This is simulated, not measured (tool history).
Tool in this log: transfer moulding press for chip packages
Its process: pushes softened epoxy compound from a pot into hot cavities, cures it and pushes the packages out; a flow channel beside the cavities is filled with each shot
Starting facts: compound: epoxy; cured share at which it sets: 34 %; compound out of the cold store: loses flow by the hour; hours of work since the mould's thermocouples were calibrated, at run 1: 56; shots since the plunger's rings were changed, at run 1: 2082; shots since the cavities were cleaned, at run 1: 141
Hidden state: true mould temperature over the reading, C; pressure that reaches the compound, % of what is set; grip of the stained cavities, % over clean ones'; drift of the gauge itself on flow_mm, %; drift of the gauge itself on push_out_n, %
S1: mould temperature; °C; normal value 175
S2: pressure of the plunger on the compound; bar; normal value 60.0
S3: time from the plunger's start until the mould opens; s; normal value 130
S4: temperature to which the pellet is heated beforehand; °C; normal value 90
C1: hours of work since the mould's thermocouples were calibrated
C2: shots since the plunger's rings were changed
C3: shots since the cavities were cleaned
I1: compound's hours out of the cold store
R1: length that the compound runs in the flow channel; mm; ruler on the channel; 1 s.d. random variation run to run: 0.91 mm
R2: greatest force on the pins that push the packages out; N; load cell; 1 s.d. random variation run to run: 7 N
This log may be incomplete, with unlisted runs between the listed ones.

run	hour	S1	S2	S3	S4	C1	C2	C3	I1	R1	R2
1	0.0	175	60.0	130	90	56	2082	141	26.7	891.2	362
2	30.8	175	60.0	130	90	76	2355	414	22.6	904.4	410
# hour 44.2: cavities cleaned with cleaning compound and waxed
3	58.8	181	60.0	130	90	92	2592	130	32.5	847.3	262
# hour 67.4: plunger's sealing rings changed
4	76.7	181	60.0	134	90	102	83	267	28.1	881.8	269
5	100.2	181	60.0	134	90	117	292	476	29.7	874.3	317
# hour 106.7: cavities cleaned with cleaning compound and waxed
6	121.6	170	60.0	150	88	129	469	133	22.3	942.3	365
7	148.0	175	74.1	156	93	146	704	368	43.0	945.6	307
# hour 152.0: mould's thermocouples calibrated
# hour 167.9: cavities cleaned with cleaning compound and waxed
8	170.8	175	60.0	130	100	11	876	26	13.3	948.8	328
9	202.6	175	48.0	125	90	31	1159	309	8.4	863.3	458
# hour 226.9: cavities cleaned with cleaning compound and waxed
10	227.5	180	60.0	130	89	46	1367	5	47.0	818.2	239

Subtracting, for every run, the result it would have given without the tool's unlogged condition from the measured result gives the following. The same run-to-run variation enters both numbers; the gauge's scatter may not:
run	R1	R2
1	-18.3	+49
2	-20.4	+100
3	-20.8	+33
4	-1.2	+53
5	-2.5	+81
6	-4.0	+44
7	-5.8	+69
8	-7.0	+17
9	-8.2	+95
10	-9.1	+8
